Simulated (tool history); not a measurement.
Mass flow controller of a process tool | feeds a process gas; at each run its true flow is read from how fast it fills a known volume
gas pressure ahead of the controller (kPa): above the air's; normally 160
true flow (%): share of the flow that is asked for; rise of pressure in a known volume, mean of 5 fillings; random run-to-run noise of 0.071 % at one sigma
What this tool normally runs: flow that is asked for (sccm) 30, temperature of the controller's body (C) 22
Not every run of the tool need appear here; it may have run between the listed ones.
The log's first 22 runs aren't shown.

run     hour  flow that is asked for (sccm)  gas pressure ahead of the controller (kPa)  temperature of the controller's body (C)  hours of work since the controller was set to zero  hours of work since the controller was changed  true flow (%)
 23   8429.3                             30                                         271                                        29                                                2072                                            2072          99.88
 24   8643.8                             41                                         259                                        39                                                2229                                            2229         100.54
 25   8933.5                             41                                         259                                        39                                                2442                                            2442         100.52
 26   9302.9                             24                                         259                                        39                                                2713                                            2713         100.34
 27     9525                             18                                         264                                        39                                                2876                                            2876         100.59
 28   9766.5                             18                                         151                                        39                                                3054                                            3054         100.39
 29    10061                             30                                         145                                        22                                                3270                                            3270          99.76
 30  10480.3                             30                                         233                                        39                                                3578                                            3578         100.34
 31  10839.8                             30                                         233                                        39                                                3842                                            3842         100.39
 32  11301.6                             30                                         280                                        37                                                4181                                            4181         100.17
 33  11582.3                             30                                         141                                        25                                                4387                                            4387          99.83
 34    11931                             34                                         177                                        32                                                4643                                            4643         100.18
 35  12245.5                             47                                         164                                        32                                                4874                                            4874         100.33
 36    12697                             47                                         164                                        32                                                5205                                            5205         100.34
 37  12939.8                             47                                         164                                        32                                                5383                                            5383         100.31
 38  13235.3                             47                                         165                                        32                                                5600                                            5600         100.29
 39  13450.6                             47                                         165                                        32                                                5758                                            5758          100.4
 40  13731.6                              8                                         267                                        22                                                5965                                            5965          99.59
     13779.5  -- controller's zero set anew
 41  14067.7                              8                                         267                                        22                                                 212                                            6211          99.51
 42    14296                             30                                         188                                        22                                                 379                                            6379          99.85

Here are 4 independent what-if runs from the current tool condition. What would each one return?
  A  14827.2                             13                                         154                                        22                                                 769                                            6769              ?
  B  14827.2                             30                                         188                                        25                                                 769                                            6769              ?
  C  14827.2                             30                                         210                                        22                                                 769                                            6769              ?
  D  14827.2                             30                                         163                                        40                                                 769                                            6769              ?

run  true flow (%)
  A          99.57
  B          99.84
  C          99.66
  D         100.54
Stripped of hidden state, with their random variation kept, the same runs would have yielded:
run  true flow (%)
  A          99.56
  B          99.83
  C          99.65
  D         100.53
